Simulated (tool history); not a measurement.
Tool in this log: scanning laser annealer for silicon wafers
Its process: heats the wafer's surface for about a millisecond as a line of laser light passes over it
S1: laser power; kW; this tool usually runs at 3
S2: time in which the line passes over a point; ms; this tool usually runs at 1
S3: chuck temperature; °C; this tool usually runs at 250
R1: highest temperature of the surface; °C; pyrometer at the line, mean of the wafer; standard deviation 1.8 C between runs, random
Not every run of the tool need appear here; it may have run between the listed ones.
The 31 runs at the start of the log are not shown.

run 32 hour=564.7 | S1=3 S2=0.9 S3=266 | R1=1001
run 33 hour=578.9 | S1=3 S2=0.88 S3=223 | R1=950
run 34 hour=590.7 | S1=2.999 S2=1 S3=250 | R1=1014
run 35 hour=608.8 | S1=3.112 S2=1 S3=286 | R1=1082
run 36 hour=629.1 | S1=3.112 S2=0.92 S3=286 | R1=1054
run 37 hour=651.4 | S1=2.558 S2=1.03 S3=234 | R1=881
run 38 hour=671.1 | S1=2.935 S2=0.87 S3=241 | R1=946
run 39 hour=693.1 | S1=3.035 S2=0.72 S3=222 | R1=898
run 40 hour=719 | S1=2.66 S2=0.72 S3=270 | R1=850
run 41 hour=741.8 | S1=3.25 S2=0.95 S3=250 | R1=1066

Alternative continuations, all from the tool just after run 41; predict every row:
run A hour=768.1 | S1=2.815 S2=1.02 S3=221 | R1=?
run B hour=768.1 | S1=2.827 S2=0.76 S3=282 | R1=?
run C hour=768.1 | S1=2.749 S2=1 S3=250 | R1=?
run D hour=768.1 | S1=2.74 S2=1.06 S3=270 | R1=?

run=A R1=941
run=B R1=921
run=C R1=943
run=D R1=980
With the hidden condition removed and each run's random variation left untouched, the same runs would have given:
run=A R1=941
run=B R1=921
run=C R1=943
run=D R1=981

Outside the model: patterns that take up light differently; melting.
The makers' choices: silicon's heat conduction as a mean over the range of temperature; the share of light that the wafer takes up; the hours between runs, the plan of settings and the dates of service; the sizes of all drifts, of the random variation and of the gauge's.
